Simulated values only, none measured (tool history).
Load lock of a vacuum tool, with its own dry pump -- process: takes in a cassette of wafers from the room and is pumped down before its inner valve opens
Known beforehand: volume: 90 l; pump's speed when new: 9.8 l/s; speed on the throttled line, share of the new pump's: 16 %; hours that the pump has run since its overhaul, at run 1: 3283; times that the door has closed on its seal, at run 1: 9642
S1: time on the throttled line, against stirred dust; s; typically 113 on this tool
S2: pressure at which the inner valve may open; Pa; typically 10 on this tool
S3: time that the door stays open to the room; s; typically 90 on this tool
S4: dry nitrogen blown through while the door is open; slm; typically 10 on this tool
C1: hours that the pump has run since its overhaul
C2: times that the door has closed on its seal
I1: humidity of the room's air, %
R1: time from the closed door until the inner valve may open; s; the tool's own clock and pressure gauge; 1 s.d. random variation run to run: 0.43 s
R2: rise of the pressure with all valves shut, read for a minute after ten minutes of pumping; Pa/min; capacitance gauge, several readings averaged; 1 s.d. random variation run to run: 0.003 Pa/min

Run 1, day 0.000: usual settings; C1 3283; C2 9642; I1 43.0. Result: R1 179.6 s, R2 0.052 Pa/min.
Run 2, day 6.838: usual settings but S1 181 s; C1 3448; C2 10353; I1 47.1. Result: R1 235.9 s, R2 0.054 Pa/min.
Run 3, day 14.954: usual settings; C1 3642; C2 11198; I1 45.3. Result: R1 180.2 s, R2 0.056 Pa/min.
Run 4, day 21.992: usual settings; C1 3811; C2 11930; I1 46.3. Result: R1 180.8 s, R2 0.053 Pa/min.
Run 5, day 28.258: usual settings but S3 47 s; C1 3962; C2 12582; I1 46.8. Result: R1 180.1 s, R2 0.051 Pa/min.
Run 6, day 33.825: usual settings; C1 4095; C2 13161; I1 46.4. Result: R1 180.3 s, R2 0.060 Pa/min.
Run 7, day 41.692: usual settings; C1 4284; C2 13979; I1 41.6. Result: R1 179.9 s, R2 0.055 Pa/min.
Run 8, day 48.504: usual settings but S1 189 s, S3 115 s, S4 26 slm; C1 4448; C2 14688; I1 45.4. Result: R1 243.4 s, R2 0.049 Pa/min.
Run 9, day 52.867: usual settings but S1 189 s, S2 15 Pa, S3 115 s, S4 7 slm; C1 4552; C2 15142; I1 47.2. Result: R1 240.5 s, R2 0.072 Pa/min.
Run 10, day 58.838: usual settings but S1 78 s, S4 8 slm; C1 4696; C2 15764; I1 48.2. Result: R1 151.1 s, R2 0.072 Pa/min.
Run 11, day 64.192: usual settings but S1 78 s, S4 8 slm; C1 4824; C2 16320; I1 47.0. Result: R1 151.7 s, R2 0.074 Pa/min.
Run 12, day 70.442: usual settings but S1 78 s, S2 9 Pa; C1 4974; C2 16971; I1 48.2. Result: R1 152.4 s, R2 0.069 Pa/min.
Run 13, day 77.546: usual settings but S1 78 s, S2 15 Pa, S3 54 s; C1 5145; C2 17710; I1 41.3. Result: R1 147.3 s, R2 0.056 Pa/min.
Run 14, day 86.717: usual settings but S1 94 s, S2 13 Pa, S3 232 s, S4 6 slm; C1 5365; C2 18664; I1 45.7. Result: R1 161.6 s, R2 0.102 Pa/min.

For each run, the measured value with the value that run would have given without the tool's hidden condition subtracted. The run-to-run variation is shared by both, the gauge scatter possibly not:
The tool's hidden condition here consists of: pump's speed, % of a new pump's; leak at the door's seal, Pa l/s; drift of the gauge itself on ready_s, %; drift of the gauge itself on rise_pa_min, %.
run    R1      R2
  1  -0.6  +0.014
  2  -0.4  +0.015
  3  -0.4  +0.017
  4  -0.4  +0.019
  5  -0.3  +0.020
  6  -0.3  +0.022
  7  -0.2  +0.023
  8  -0.1  +0.025
  9  +0.0  +0.027
 10  -0.1  +0.028
 11  +0.0  +0.029
 12  +0.1  +0.031
 13  +0.1  +0.033
 14  +0.2  +0.036

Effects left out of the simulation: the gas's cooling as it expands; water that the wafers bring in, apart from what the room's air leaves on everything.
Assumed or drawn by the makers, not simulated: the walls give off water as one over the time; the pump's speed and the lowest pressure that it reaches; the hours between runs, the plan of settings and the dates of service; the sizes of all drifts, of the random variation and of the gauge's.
